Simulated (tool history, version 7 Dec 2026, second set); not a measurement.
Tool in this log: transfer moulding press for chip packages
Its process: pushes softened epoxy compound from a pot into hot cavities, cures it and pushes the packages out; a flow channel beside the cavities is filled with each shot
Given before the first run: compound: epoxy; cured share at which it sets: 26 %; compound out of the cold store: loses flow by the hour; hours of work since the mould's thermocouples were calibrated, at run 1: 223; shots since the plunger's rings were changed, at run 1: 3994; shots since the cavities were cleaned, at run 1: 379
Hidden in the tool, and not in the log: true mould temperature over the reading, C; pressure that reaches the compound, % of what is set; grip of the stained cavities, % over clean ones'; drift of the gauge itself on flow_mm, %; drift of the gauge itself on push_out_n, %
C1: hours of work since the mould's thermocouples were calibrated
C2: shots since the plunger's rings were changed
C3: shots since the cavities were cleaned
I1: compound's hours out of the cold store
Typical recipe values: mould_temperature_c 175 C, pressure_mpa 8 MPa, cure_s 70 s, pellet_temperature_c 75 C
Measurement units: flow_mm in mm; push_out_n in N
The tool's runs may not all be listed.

{"run": 1, "day": 0.0, "mould_temperature_c": 175, "pressure_mpa": 8, "cure_s": 70, "pellet_temperature_c": 75, "C1": 223, "C2": 3994, "C3": 379, "I1": 36.6, "flow_mm": 691, "push_out_n": 470}
{"day": 1.117, "done": "plunger's sealing rings changed"}
{"day": 1.442, "done": "cavities cleaned with cleaning compound and waxed"}
{"run": 2, "day": 2.65, "mould_temperature_c": 179, "pressure_mpa": 8, "cure_s": 70, "pellet_temperature_c": 75, "C1": 247, "C2": 335, "C3": 275, "I1": 42.6, "flow_mm": 676, "push_out_n": 359}
{"day": 4.329, "done": "cavities cleaned with cleaning compound and waxed"}
{"run": 3, "day": 6.646, "mould_temperature_c": 179, "pressure_mpa": 8, "cure_s": 70, "pellet_temperature_c": 75, "C1": 285, "C2": 1229, "C3": 526, "I1": 33.2, "flow_mm": 718, "push_out_n": 418}
{"day": 7.346, "done": "cavities cleaned with cleaning compound and waxed"}
{"run": 4, "day": 9.779, "mould_temperature_c": 175, "pressure_mpa": 8, "cure_s": 70, "pellet_temperature_c": 75, "C1": 315, "C2": 1927, "C3": 553, "I1": 43.5, "flow_mm": 667, "push_out_n": 520}
{"day": 10.183, "done": "cavities cleaned with cleaning compound and waxed"}
{"day": 13.117, "done": "cavities cleaned with cleaning compound and waxed"}
{"run": 5, "day": 13.571, "mould_temperature_c": 175, "pressure_mpa": 8, "cure_s": 70, "pellet_temperature_c": 75, "C1": 350, "C2": 2761, "C3": 102, "I1": 20.4, "flow_mm": 794, "push_out_n": 400}
{"day": 16.1, "done": "cavities cleaned with cleaning compound and waxed"}
{"run": 6, "day": 16.1, "mould_temperature_c": 175, "pressure_mpa": 8.67, "cure_s": 70, "pellet_temperature_c": 75, "C1": 374, "C2": 3323, "C3": 0, "I1": 29.1, "flow_mm": 768, "push_out_n": 392}
{"day": 19.025, "done": "cavities cleaned with cleaning compound and waxed"}
{"run": 7, "day": 19.025, "mould_temperature_c": 182, "pressure_mpa": 7.41, "cure_s": 70, "pellet_temperature_c": 75, "C1": 402, "C2": 3974, "C3": 0, "I1": 17.5, "flow_mm": 744, "push_out_n": 286}
{"day": 20.158, "done": "plunger's sealing rings changed"}
{"day": 22.162, "done": "cavities cleaned with cleaning compound and waxed"}
{"run": 8, "day": 22.483, "mould_temperature_c": 181, "pressure_mpa": 7.25, "cure_s": 96, "pellet_temperature_c": 68, "C1": 434, "C2": 514, "C3": 72, "I1": 9, "flow_mm": 823, "push_out_n": 282}
{"day": 25.229, "done": "cavities cleaned with cleaning compound and waxed"}
{"run": 9, "day": 25.717, "mould_temperature_c": 179, "pressure_mpa": 7.25, "cure_s": 96, "pellet_temperature_c": 77, "C1": 465, "C2": 1236, "C3": 111, "I1": 21.6, "flow_mm": 750, "push_out_n": 311}
{"day": 28.154, "done": "cavities cleaned with cleaning compound and waxed"}
{"run": 10, "day": 29.225, "mould_temperature_c": 179, "pressure_mpa": 7.25, "cure_s": 96, "pellet_temperature_c": 77, "C1": 498, "C2": 2019, "C3": 243, "I1": 37.4, "flow_mm": 658, "push_out_n": 334}

Consider 5 possible next runs. They are alternatives, not a sequence: every one starts from the tool as it was left by run 10. What does each give?
{"day": 31.212, "done": "cavities cleaned with cleaning compound and waxed"}
{"run": "A", "day": 31.288, "mould_temperature_c": 182, "pressure_mpa": 8.91, "cure_s": 58, "pellet_temperature_c": 77, "C1": 517, "C2": 2474, "C3": 17, "I1": 28.3, "flow_mm": "?", "push_out_n": "?"}
{"day": 31.212, "done": "cavities cleaned with cleaning compound and waxed"}
{"run": "B", "day": 31.288, "mould_temperature_c": 179, "pressure_mpa": 7.25, "cure_s": 104, "pellet_temperature_c": 77, "C1": 517, "C2": 2474, "C3": 17, "I1": 31, "flow_mm": "?", "push_out_n": "?"}
{"day": 31.212, "done": "cavities cleaned with cleaning compound and waxed"}
{"run": "C", "day": 31.288, "mould_temperature_c": 170, "pressure_mpa": 8, "cure_s": 70, "pellet_temperature_c": 75, "C1": 517, "C2": 2474, "C3": 17, "I1": 31.8, "flow_mm": "?", "push_out_n": "?"}
{"day": 31.212, "done": "cavities cleaned with cleaning compound and waxed"}
{"run": "D", "day": 31.288, "mould_temperature_c": 167, "pressure_mpa": 9.71, "cure_s": 70, "pellet_temperature_c": 84, "C1": 517, "C2": 2474, "C3": 17, "I1": 15.3, "flow_mm": "?", "push_out_n": "?"}
{"day": 31.212, "done": "cavities cleaned with cleaning compound and waxed"}
{"run": "E", "day": 31.288, "mould_temperature_c": 181, "pressure_mpa": 7.25, "cure_s": 96, "pellet_temperature_c": 85, "C1": 517, "C2": 2474, "C3": 17, "I1": 13.8, "flow_mm": "?", "push_out_n": "?"}

run=A flow_mm=769 push_out_n=358
run=B flow_mm=686 push_out_n=284
run=C flow_mm=751 push_out_n=522
run=D flow_mm=955 push_out_n=668
run=E flow_mm=780 push_out_n=287
Take away the tool's hidden state, keep each run's random variation, and the runs would have read:
run=A flow_mm=785 push_out_n=332
run=B flow_mm=699 push_out_n=274
run=C flow_mm=766 push_out_n=470
run=D flow_mm=973 push_out_n=599
run=E flow_mm=796 push_out_n=278
